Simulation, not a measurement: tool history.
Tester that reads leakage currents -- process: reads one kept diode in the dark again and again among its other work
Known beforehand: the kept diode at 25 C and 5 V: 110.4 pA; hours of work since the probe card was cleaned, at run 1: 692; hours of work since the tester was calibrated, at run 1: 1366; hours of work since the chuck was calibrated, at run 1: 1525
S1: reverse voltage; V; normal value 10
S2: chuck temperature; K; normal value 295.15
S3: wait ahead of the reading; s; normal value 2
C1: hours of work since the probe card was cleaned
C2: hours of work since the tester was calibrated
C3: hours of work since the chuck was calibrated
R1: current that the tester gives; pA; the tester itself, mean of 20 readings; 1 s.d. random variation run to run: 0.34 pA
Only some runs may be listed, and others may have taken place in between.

{"run": 1, "hour": 0.0, "S1": 10, "S2": 295.15, "S3": 2, "C1": 692, "C2": 1366, "C3": 1525, "R1": 112.71}
{"run": 2, "hour": 78.2, "S1": 10, "S2": 295.15, "S3": 0.49, "C1": 734, "C2": 1409, "C3": 1567, "R1": 115.98}
{"run": 3, "hour": 134.7, "S1": 10, "S2": 295.15, "S3": 0.49, "C1": 765, "C2": 1440, "C3": 1598, "R1": 115.97}
{"run": 4, "hour": 245.0, "S1": 10, "S2": 319.15, "S3": 2, "C1": 825, "C2": 1500, "C3": 1658, "R1": 782.44}
{"run": 5, "hour": 337.1, "S1": 10, "S2": 319.15, "S3": 2, "C1": 876, "C2": 1550, "C3": 1709, "R1": 784.31}
{"run": 6, "hour": 447.5, "S1": 10, "S2": 295.15, "S3": 2, "C1": 936, "C2": 1611, "C3": 1769, "R1": 112.58}
{"run": 7, "hour": 498.1, "S1": 10, "S2": 295.15, "S3": 2.58, "C1": 964, "C2": 1638, "C3": 1797, "R1": 112.57}
{"run": 8, "hour": 566.0, "S1": 10, "S2": 295.15, "S3": 2.58, "C1": 1001, "C2": 1675, "C3": 1834, "R1": 112.63}
{"run": 9, "hour": 637.5, "S1": 10, "S2": 295.15, "S3": 3.53, "C1": 1040, "C2": 1714, "C3": 1873, "R1": 112.01}
{"run": 10, "hour": 724.6, "S1": 10, "S2": 295.15, "S3": 3.53, "C1": 1087, "C2": 1762, "C3": 1920, "R1": 112.55}
{"run": 11, "hour": 835.2, "S1": 10, "S2": 295.15, "S3": 3.53, "C1": 1148, "C2": 1822, "C3": 1981, "R1": 111.94}
{"hour": 848.8, "done": "chuck's temperature calibrated"}
{"run": 12, "hour": 892.1, "S1": 2.7, "S2": 295.15, "S3": 3.53, "C1": 1178, "C2": 1852, "C3": 24, "R1": 67.34}
{"run": 13, "hour": 974.6, "S1": 2.7, "S2": 295.15, "S3": 3.53, "C1": 1223, "C2": 1898, "C3": 69, "R1": 67.3}
{"run": 14, "hour": 1041.4, "S1": 10, "S2": 306.15, "S3": 2, "C1": 1259, "C2": 1934, "C3": 105, "R1": 284.48}
{"run": 15, "hour": 1126.5, "S1": 10, "S2": 306.15, "S3": 2, "C1": 1306, "C2": 1981, "C3": 152, "R1": 285.51}
{"run": 16, "hour": 1222.6, "S1": 10, "S2": 295.15, "S3": 2, "C1": 1358, "C2": 2033, "C3": 204, "R1": 112.79}
{"run": 17, "hour": 1336.0, "S1": 10, "S2": 295.15, "S3": 2, "C1": 1420, "C2": 2095, "C3": 266, "R1": 112.86}
{"run": 18, "hour": 1390.5, "S1": 10, "S2": 318.15, "S3": 2, "C1": 1450, "C2": 2125, "C3": 296, "R1": 728.42}
{"run": 19, "hour": 1497.7, "S1": 10, "S2": 318.15, "S3": 2, "C1": 1509, "C2": 2183, "C3": 355, "R1": 724.97}
{"run": 20, "hour": 1616.1, "S1": 10, "S2": 302.15, "S3": 2, "C1": 1573, "C2": 2248, "C3": 419, "R1": 205.21}
{"run": 21, "hour": 1739.2, "S1": 10, "S2": 302.15, "S3": 2, "C1": 1641, "C2": 2315, "C3": 486, "R1": 204.45}
{"run": 22, "hour": 1815.8, "S1": 10, "S2": 316.15, "S3": 0.38, "C1": 1683, "C2": 2357, "C3": 528, "R1": 630.78}
{"run": 23, "hour": 1929.3, "S1": 10, "S2": 293.15, "S3": 2.92, "C1": 1745, "C2": 2419, "C3": 590, "R1": 94.41}
{"run": 24, "hour": 2051.2, "S1": 10, "S2": 293.15, "S3": 2.92, "C1": 1811, "C2": 2486, "C3": 657, "R1": 95.14}
{"run": 25, "hour": 2107.6, "S1": 10, "S2": 304.15, "S3": 1.95, "C1": 1842, "C2": 2517, "C3": 688, "R1": 242.49}
{"run": 26, "hour": 2195.3, "S1": 10, "S2": 304.15, "S3": 1.95, "C1": 1890, "C2": 2565, "C3": 736, "R1": 241.05}
{"run": 27, "hour": 2285.5, "S1": 10, "S2": 304.15, "S3": 1.95, "C1": 1939, "C2": 2614, "C3": 785, "R1": 243.01}
{"run": 28, "hour": 2366.0, "S1": 10, "S2": 308.15, "S3": 0.41, "C1": 1983, "C2": 2658, "C3": 829, "R1": 337.8}
{"run": 29, "hour": 2440.2, "S1": 10, "S2": 308.15, "S3": 0.41, "C1": 2024, "C2": 2698, "C3": 870, "R1": 339.07}
{"run": 30, "hour": 2559.5, "S1": 10.7, "S2": 295.15, "S3": 1.09, "C1": 2089, "C2": 2763, "C3": 935, "R1": 117.1}
{"run": 31, "hour": 2639.6, "S1": 3.9, "S2": 332.15, "S3": 0.66, "C1": 2133, "C2": 2807, "C3": 978, "R1": 1387.39}
{"run": 32, "hour": 2721.7, "S1": 1.3, "S2": 297.15, "S3": 5.32, "C1": 2178, "C2": 2852, "C3": 1023, "R1": 59.54}
{"run": 33, "hour": 2834.1, "S1": 19.5, "S2": 332.15, "S3": 1.05, "C1": 2239, "C2": 2914, "C3": 1085, "R1": 2605.08}
{"run": 34, "hour": 2957.6, "S1": 19.5, "S2": 332.15, "S3": 1.05, "C1": 2306, "C2": 2981, "C3": 1152, "R1": 2605.72}
{"run": 35, "hour": 3080.0, "S1": 19.5, "S2": 332.15, "S3": 1.05, "C1": 2373, "C2": 3048, "C3": 1219, "R1": 2604.74}
{"hour": 3117.3, "done": "probe card cleaned and baked"}
{"run": 36, "hour": 3135.8, "S1": 19.5, "S2": 332.15, "S3": 1.05, "C1": 10, "C2": 3077, "C3": 1248, "R1": 2608.73}
{"run": 37, "hour": 3251.3, "S1": 19.5, "S2": 310.15, "S3": 1.05, "C1": 73, "C2": 3140, "C3": 1311, "R1": 511.12}
{"run": 38, "hour": 3321.3, "S1": 19.5, "S2": 310.15, "S3": 9.68, "C1": 111, "C2": 3178, "C3": 1349, "R1": 508.58}
{"run": 39, "hour": 3407.8, "S1": 1.1, "S2": 325.15, "S3": 1.4, "C1": 159, "C2": 3225, "C3": 1397, "R1": 511.49}

Branching from run 39: 4 alternative next runs. What would each branch give?
{"run": "A", "hour": 3521.1, "S1": 1.6, "S2": 316.15, "S3": 8.77, "C1": 221, "C2": 3287, "C3": 1458, "R1": "?"}
{"run": "B", "hour": 3521.1, "S1": 11.9, "S2": 312.15, "S3": 1.15, "C1": 221, "C2": 3287, "C3": 1458, "R1": "?"}
{"run": "C", "hour": 3521.1, "S1": 12, "S2": 295.15, "S3": 2, "C1": 221, "C2": 3287, "C3": 1458, "R1": "?"}
{"run": "D", "hour": 3521.1, "S1": 1.9, "S2": 325.15, "S3": 1.4, "C1": 221, "C2": 3287, "C3": 1458, "R1": "?"}

run=A R1=304.16
run=B R1=493.72
run=C R1=121
run=D R1=636.47
With no hidden state in the tool, these same runs would have given:
run=A R1=304.58
run=B R1=494.4
run=C R1=121.18
run=D R1=637.3

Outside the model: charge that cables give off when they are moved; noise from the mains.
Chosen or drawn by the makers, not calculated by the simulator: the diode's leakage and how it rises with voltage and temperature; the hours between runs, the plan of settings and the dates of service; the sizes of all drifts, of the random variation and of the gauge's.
